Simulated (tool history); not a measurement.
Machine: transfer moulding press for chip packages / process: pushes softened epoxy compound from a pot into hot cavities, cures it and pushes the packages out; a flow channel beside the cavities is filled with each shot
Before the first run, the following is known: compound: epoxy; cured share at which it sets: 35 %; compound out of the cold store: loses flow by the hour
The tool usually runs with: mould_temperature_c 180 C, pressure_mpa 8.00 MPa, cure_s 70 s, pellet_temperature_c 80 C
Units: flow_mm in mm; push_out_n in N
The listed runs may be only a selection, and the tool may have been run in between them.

| run | hour | mould_temperature_c | pressure_mpa | cure_s | pellet_temperature_c | incoming compound's hours out of the cold store | flow_mm | push_out_n |
|---|---|---|---|---|---|---|---|---|
| 1 | 0.0 | 180 | 8.00 | 70 | 80 | 20.7 | 548 | 266 |
| 2 | 32.8 | 180 | 8.00 | 70 | 80 | 34.0 | 528 | 415 |
|  | 57.7 | cavities cleaned with cleaning compound and waxed |
| 3 | 61.0 | 180 | 8.00 | 70 | 80 | 46.8 | 499 | 277 |
| 4 | 85.0 | 184 | 8.00 | 70 | 80 | 23.4 | 532 | 334 |
| 5 | 105.8 | 184 | 8.00 | 70 | 80 | 38.8 | 506 | 389 |
|  | 114.4 | cavities cleaned with cleaning compound and waxed |
| 6 | 132.9 | 184 | 8.00 | 70 | 80 | 44.3 | 496 | 312 |
| 7 | 164.3 | 184 | 8.00 | 70 | 80 | 26.4 | 518 | 399 |
|  | 172.8 | cavities cleaned with cleaning compound and waxed |
| 8 | 185.6 | 180 | 7.81 | 70 | 80 | 31.8 | 504 | 344 |
| 9 | 213.9 | 180 | 8.00 | 70 | 80 | 18.8 | 527 | 446 |
|  | 229.7 | cavities cleaned with cleaning compound and waxed |
| 10 | 246.4 | 180 | 8.00 | 70 | 80 | 15.6 | 529 | 354 |
|  | 256.8 | plunger's sealing rings changed |
| 11 | 275.2 | 180 | 8.00 | 90 | 80 | 17.2 | 556 | 339 |
|  | 289.8 | mould's thermocouples calibrated |
|  | 291.3 | cavities cleaned with cleaning compound and waxed |
| 12 | 311.0 | 180 | 8.00 | 90 | 80 | 34.1 | 527 | 290 |
| 13 | 329.5 | 180 | 8.00 | 90 | 80 | 36.6 | 519 | 322 |
|  | 350.5 | cavities cleaned with cleaning compound and waxed |
| 14 | 351.2 | 180 | 8.00 | 64 | 80 | 19.6 | 545 | 341 |
| 15 | 372.8 | 180 | 7.42 | 70 | 80 | 17.3 | 524 | 406 |
|  | 409.2 | cavities cleaned with cleaning compound and waxed |
| 16 | 409.4 | 180 | 6.15 | 70 | 80 | 19.4 | 472 | 252 |
| 17 | 425.5 | 180 | 8.00 | 69 | 80 | 33.1 | 512 | 373 |
| 18 | 449.0 | 180 | 8.00 | 69 | 80 | 32.5 | 509 | 445 |
|  | 467.6 | cavities cleaned with cleaning compound and waxed |
| 19 | 474.7 | 182 | 8.00 | 70 | 80 | 29.0 | 508 | 288 |
| 20 | 507.1 | 182 | 8.00 | 70 | 80 | 41.7 | 492 | 392 |
|  | 524.7 | cavities cleaned with cleaning compound and waxed |
|  | 530.9 | plunger's sealing rings changed |
| 21 | 543.3 | 180 | 8.00 | 67 | 73 | 42.3 | 520 | 375 |
| 22 | 567.9 | 176 | 8.00 | 70 | 79 | 14.4 | 567 | 598 |
|  | 585.0 | cavities cleaned with cleaning compound and waxed |
| 23 | 595.2 | 173 | 6.59 | 68 | 82 | 15.6 | 507 | 562 |
| 24 | 619.6 | 173 | 6.59 | 68 | 82 | 36.1 | 478 | 703 |
|  | 642.4 | cavities cleaned with cleaning compound and waxed |
| 25 | 644.4 | 173 | 6.59 | 68 | 82 | 45.4 | 460 | 412 |
| 26 | 671.2 | 173 | 6.59 | 68 | 88 | 18.9 | 495 | 664 |
| 27 | 696.9 | 173 | 6.59 | 68 | 88 | 13.0 | 502 | 752 |
|  | 701.6 | cavities cleaned with cleaning compound and waxed |
| 28 | 728.0 | 173 | 6.59 | 68 | 88 | 18.1 | 494 | 628 |

4 options for the next run, each taken on its own from the tool as it stands now. Forecast them:
| A | 744.4 | 173 | 6.59 | 93 | 73 | 30.1 | ? | ? |
| B | 744.4 | 175 | 8.00 | 85 | 73 | 40.8 | ? | ? |
| C | 744.4 | 182 | 6.59 | 68 | 88 | 13.4 | ? | ? |
| D | 744.4 | 174 | 6.59 | 69 | 83 | 13.1 | ? | ? |

| run | flow_mm | push_out_n |
|---|---|---|
| A | 469 | 384 |
| B | 496 | 383 |
| C | 491 | 406 |
| D | 498 | 652 |
Without the tool's unlogged condition, the same runs would have read:
| run | flow_mm | push_out_n |
|---|---|---|
| A | 496 | 225 |
| B | 525 | 227 |
| C | 519 | 242 |
| D | 527 | 393 |

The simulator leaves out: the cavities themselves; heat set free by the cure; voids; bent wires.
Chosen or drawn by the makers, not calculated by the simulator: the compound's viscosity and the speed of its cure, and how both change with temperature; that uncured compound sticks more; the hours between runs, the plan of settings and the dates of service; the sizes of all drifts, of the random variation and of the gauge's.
